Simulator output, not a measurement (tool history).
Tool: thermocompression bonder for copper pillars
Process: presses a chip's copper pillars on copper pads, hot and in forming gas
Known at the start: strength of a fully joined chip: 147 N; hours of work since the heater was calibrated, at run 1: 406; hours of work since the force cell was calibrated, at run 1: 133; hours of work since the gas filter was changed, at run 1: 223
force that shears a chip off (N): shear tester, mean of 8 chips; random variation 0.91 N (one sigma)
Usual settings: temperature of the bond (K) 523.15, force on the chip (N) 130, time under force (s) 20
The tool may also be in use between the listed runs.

| run | hour | temperature of the bond (K) | force on the chip (N) | time under force (s) | hours of work since the heater was calibrated | hours of work since the force cell was calibrated | hours of work since the gas filter was changed | force that shears a chip off (N) |
|---|---|---|---|---|---|---|---|---|
| 1 | 0 | 523.15 | 130 | 20 | 406 | 133 | 223 | 71.6 |
|  | 8.6 | forming gas filter changed |
| 2 | 69.7 | 527.15 | 130 | 20 | 436 | 163 | 27 | 83.2 |
| 3 | 126.4 | 527.15 | 130 | 20 | 461 | 187 | 51 | 81.6 |
| 4 | 168.2 | 527.15 | 130 | 20 | 479 | 205 | 69 | 79.2 |
| 5 | 229.6 | 527.15 | 130 | 20 | 506 | 232 | 96 | 79 |
| 6 | 277.9 | 527.15 | 130 | 14 | 527 | 253 | 117 | 69 |
| 7 | 320.1 | 523.15 | 151 | 20 | 545 | 271 | 135 | 84.5 |
| 8 | 372.9 | 523.15 | 151 | 20 | 568 | 294 | 158 | 79.8 |
| 9 | 427.4 | 523.15 | 95 | 19 | 592 | 318 | 182 | 55.9 |
| 10 | 464.6 | 523.15 | 132 | 23 | 608 | 334 | 198 | 75.1 |
|  | 528.4 | forming gas filter changed |
| 11 | 538.1 | 523.15 | 132 | 23 | 639 | 366 | 4 | 83.3 |
| 12 | 602.6 | 523.15 | 139 | 20 | 667 | 394 | 32 | 84.3 |
| 13 | 657.8 | 523.15 | 139 | 20 | 691 | 418 | 56 | 83.8 |
| 14 | 690.2 | 536.15 | 139 | 20 | 705 | 432 | 70 | 93.3 |

5 ways to go on from here, each from the tool as it stands after run 14. What would each give?
| A | 751.4 | 523.15 | 130 | 13 | 732 | 458 | 97 | ? |
| B | 751.4 | 500.15 | 137 | 15 | 732 | 458 | 97 | ? |
| C | 751.4 | 536.15 | 147 | 20 | 732 | 458 | 97 | ? |
| D | 751.4 | 539.15 | 139 | 16 | 732 | 458 | 97 | ? |
| E | 751.4 | 548.15 | 115 | 24 | 732 | 458 | 97 | ? |

| run | force that shears a chip off (N) |
|---|---|
| A | 64.7 |
| B | 49.1 |
| C | 98.1 |
| D | 91.6 |
| E | 99.4 |
Without the tool's hidden state the same runs would have given:
| run | force that shears a chip off (N) |
|---|---|
| A | 63.6 |
| B | 47.6 |
| C | 98.3 |
| D | 91.5 |
| E | 99.9 |
